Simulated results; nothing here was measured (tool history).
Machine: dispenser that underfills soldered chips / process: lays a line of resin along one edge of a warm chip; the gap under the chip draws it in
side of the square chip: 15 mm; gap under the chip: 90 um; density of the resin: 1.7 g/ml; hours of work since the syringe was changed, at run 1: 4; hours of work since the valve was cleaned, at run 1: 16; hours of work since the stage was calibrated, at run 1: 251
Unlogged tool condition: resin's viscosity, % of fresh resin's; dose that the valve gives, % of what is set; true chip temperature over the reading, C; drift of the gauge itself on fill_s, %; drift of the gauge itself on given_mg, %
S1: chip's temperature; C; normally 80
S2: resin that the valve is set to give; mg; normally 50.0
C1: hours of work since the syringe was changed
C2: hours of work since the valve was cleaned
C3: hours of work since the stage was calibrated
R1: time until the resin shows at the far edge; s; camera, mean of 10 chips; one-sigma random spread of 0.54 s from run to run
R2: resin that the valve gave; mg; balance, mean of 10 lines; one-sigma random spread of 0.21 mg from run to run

run 1 day=0.000 | S1=80 S2=50.0 | C1=4 C2=16 C3=251 | R1=53.5 R2=49.28
-- day=0.267 new syringe of resin
run 2 day=0.342 | S1=80 S2=50.0 | C1=1 C2=22 C3=257 | R1=49.6 R2=49.16
-- day=0.708 new syringe of resin
run 3 day=0.883 | S1=93 S2=50.0 | C1=3 C2=32 C3=267 | R1=30.7 R2=48.63
-- day=1.167 new syringe of resin
run 4 day=1.354 | S1=93 S2=50.0 | C1=4 C2=41 C3=276 | R1=31.1 R2=48.33
-- day=1.604 new syringe of resin
run 5 day=1.604 | S1=93 S2=50.0 | C1=0 C2=46 C3=281 | R1=28.0 R2=48.05
run 6 day=1.908 | S1=68 S2=50.0 | C1=6 C2=52 C3=286 | R1=101.9 R2=47.60
-- day=2.058 new syringe of resin
run 7 day=2.362 | S1=93 S2=47.0 | C1=6 C2=60 C3=295 | R1=35.5 R2=44.56
-- day=2.521 new syringe of resin
-- day=2.600 dispensing valve cleaned and set on the balance
run 8 day=2.958 | S1=75 S2=58.2 | C1=8 C2=7 C3=305 | R1=76.6 R2=57.60
-- day=3.021 new syringe of resin
run 9 day=3.446 | S1=83 S2=55.4 | C1=8 C2=16 C3=314 | R1=56.7 R2=54.85
-- day=3.496 new syringe of resin
-- day=3.962 new syringe of resin
run 10 day=3.962 | S1=83 S2=55.4 | C1=0 C2=25 C3=324 | R1=40.1 R2=54.11
run 11 day=4.346 | S1=78 S2=49.5 | C1=7 C2=33 C3=331 | R1=70.3 R2=48.04

Run 12, settings as shown, results not yet in. Your forecast:
-- day=4.442 new syringe of resin
run 12 day=4.683 | S1=89 S2=48.9 | C1=5 C2=39 C3=337 | R1=? R2=?

{"run 12": {"R1": 38.8, "R2": 47.42}}
The same run, on a tool lacking any hidden state, would have yielded R1 30.0 s, R2 49.09 mg.

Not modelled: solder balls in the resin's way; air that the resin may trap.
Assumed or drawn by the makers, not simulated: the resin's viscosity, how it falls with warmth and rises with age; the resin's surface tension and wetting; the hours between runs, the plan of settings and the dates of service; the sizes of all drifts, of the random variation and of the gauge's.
